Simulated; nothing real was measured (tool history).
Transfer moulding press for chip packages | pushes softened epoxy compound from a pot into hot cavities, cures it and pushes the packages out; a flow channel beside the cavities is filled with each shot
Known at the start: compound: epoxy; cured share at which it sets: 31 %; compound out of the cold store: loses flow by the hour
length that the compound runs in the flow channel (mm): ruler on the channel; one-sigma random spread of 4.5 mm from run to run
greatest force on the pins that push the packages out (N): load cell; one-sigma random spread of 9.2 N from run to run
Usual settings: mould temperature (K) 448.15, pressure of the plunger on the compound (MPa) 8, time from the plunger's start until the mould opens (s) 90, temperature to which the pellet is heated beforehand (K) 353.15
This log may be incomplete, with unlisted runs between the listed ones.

run,hour,mould temperature (K),pressure of the plunger on the compound (MPa),time from the plunger's start until the mould opens (s),temperature to which the pellet is heated beforehand (K),incoming compound's hours out of the cold store,length that the compound runs in the flow channel (mm),greatest force on the pins that push the packages out (N)
1,0,448.15,8,90,353.15,17.9,652,417
2,9,448.15,8,90,353.15,32.2,614,401
3,23.4,448.15,8,90,353.15,31.7,616,422
4,35.6,442.15,8,90,353.15,8.6,722,697
# hour 43.9: cavities cleaned with cleaning compound and waxed
5,50,448.15,8,90,353.15,40,589,399
6,61.1,448.15,8,117,353.15,26.2,631,321
# hour 72.3: plunger's sealing rings changed
7,75.1,448.15,8,117,353.15,28,623,325
8,85.1,447.15,8,117,353.15,47.5,561,320
9,93.5,448.15,8,115,353.15,24.9,636,315
# hour 105.8: cavities cleaned with cleaning compound and waxed
10,107.7,448.15,8,90,353.15,31,603,409
11,117,448.15,8,90,353.15,32.8,611,402
12,130.2,448.15,8,90,353.15,28.6,620,391
13,145.2,448.15,8,90,353.15,35.5,603,406
14,155,448.15,8,90,353.15,24.6,630,398
# hour 165.5: cavities cleaned with cleaning compound and waxed
15,170.5,448.15,8,90,362.15,38.6,594,389
16,185.5,448.15,8,90,362.15,27.9,622,380
17,196.1,448.15,8,90,359.15,11.3,674,430
18,206,448.15,8,90,359.15,30.2,615,399
19,217.8,440.15,7.45,102,357.15,45.5,574,507
# hour 224.5: cavities cleaned with cleaning compound and waxed
20,230.3,452.15,8,79,353.15,23.7,625,413
21,245,449.15,7.23,72,361.15,8.5,656,686
22,253.5,449.15,7.23,72,361.15,29.4,586,602
23,263.3,449.15,7.23,72,361.15,38.9,553,590
24,278.1,448.15,9.92,80,353.15,8.6,774,573
# hour 283.5: cavities cleaned with cleaning compound and waxed
25,291.6,448.15,7.83,128,353.15,48,557,309
26,305.5,451.15,9.7,110,356.15,20.8,706,308
27,317.1,443.15,6.61,121,359.15,41.5,543,342
28,324.7,448.15,9.76,71,353.15,21.8,714,752

Here are 5 independent what-if runs from the current tool condition. What would each one return?
A,331.6,442.15,6.81,73,353.15,45.1,?,?
B,331.6,443.15,9.76,71,353.15,11.8,?,?
C,331.6,448.15,8,90,355.15,46.6,?,?
D,331.6,448.15,9.76,118,353.15,8.8,?,?
E,331.6,448.15,8,83,353.15,10.3,?,?

run,length that the compound runs in the flow channel (mm),greatest force on the pins that push the packages out (N)
A,542,943
B,776,1109
C,565,401
D,766,322
E,690,507
What these runs would have given with no unlogged condition in the tool:
run,length that the compound runs in the flow channel (mm),greatest force on the pins that push the packages out (N)
A,542,928
B,777,1090
C,566,394
D,766,317
E,691,499
